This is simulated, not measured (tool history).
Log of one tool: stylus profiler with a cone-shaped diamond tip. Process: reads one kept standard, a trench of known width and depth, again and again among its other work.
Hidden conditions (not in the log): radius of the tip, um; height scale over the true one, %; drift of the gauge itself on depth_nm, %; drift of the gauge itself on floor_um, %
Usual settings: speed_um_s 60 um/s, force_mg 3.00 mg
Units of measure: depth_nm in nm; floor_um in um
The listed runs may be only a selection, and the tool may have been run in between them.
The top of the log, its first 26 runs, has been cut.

run	hour	speed_um_s	force_mg	scans with this tip	hours of work since the height scale was calibrated	depth_nm	floor_um
27	766.8	20	1.11	7429	1449	1003.65	15.28
28	794.8	29	7.44	7516	1466	1026.41	15.37
29	833.1	144	5.01	7635	1489	1018.74	14.87
30	869.9	144	5.01	7750	1512	1018.42	14.78
31	910.5	26	2.04	7876	1536	1008.16	15.26
# hour 916.3: height scale calibrated on a step standard
32	938.7	77	2.81	7962	14	1016.81	15.00
33	958.8	178	3.70	8025	26	1020.53	14.48
34	984.6	137	3.00	8105	41	1017.30	14.62
35	1009.0	137	3.00	8181	56	1017.56	14.60
36	1045.6	137	3.00	8295	78	1017.31	14.55
37	1077.4	201	5.76	8394	98	1026.69	14.55
38	1099.2	201	5.76	8462	111	1026.70	14.56
39	1131.9	186	2.12	8564	131	1013.59	14.08
40	1157.1	23	1.43	8642	146	1010.45	15.08
41	1191.6	44	1.60	8749	167	1011.28	14.95
42	1211.9	103	2.67	8812	179	1015.59	14.66
43	1251.0	103	2.67	8934	203	1015.36	14.70
44	1281.2	25	4.36	9028	222	1021.93	15.17
45	1301.8	21	7.55	9092	234	1031.38	15.23

What if the next run were any one of these 3? Each begins from the tool's condition after run 45:
A	1322.6	170	2.25	9157	247	?	?
B	1322.6	83	3.00	9157	247	?	?
C	1322.6	16	1.57	9157	247	?	?

run	depth_nm	floor_um
A	1013.53	14.20
B	1017.18	14.78
C	1010.50	15.09
With the hidden condition removed and each run's random variation left untouched, the same runs would have given:
run	depth_nm	floor_um
A	1013.78	15.49
B	1017.42	16.07
C	1010.74	16.38
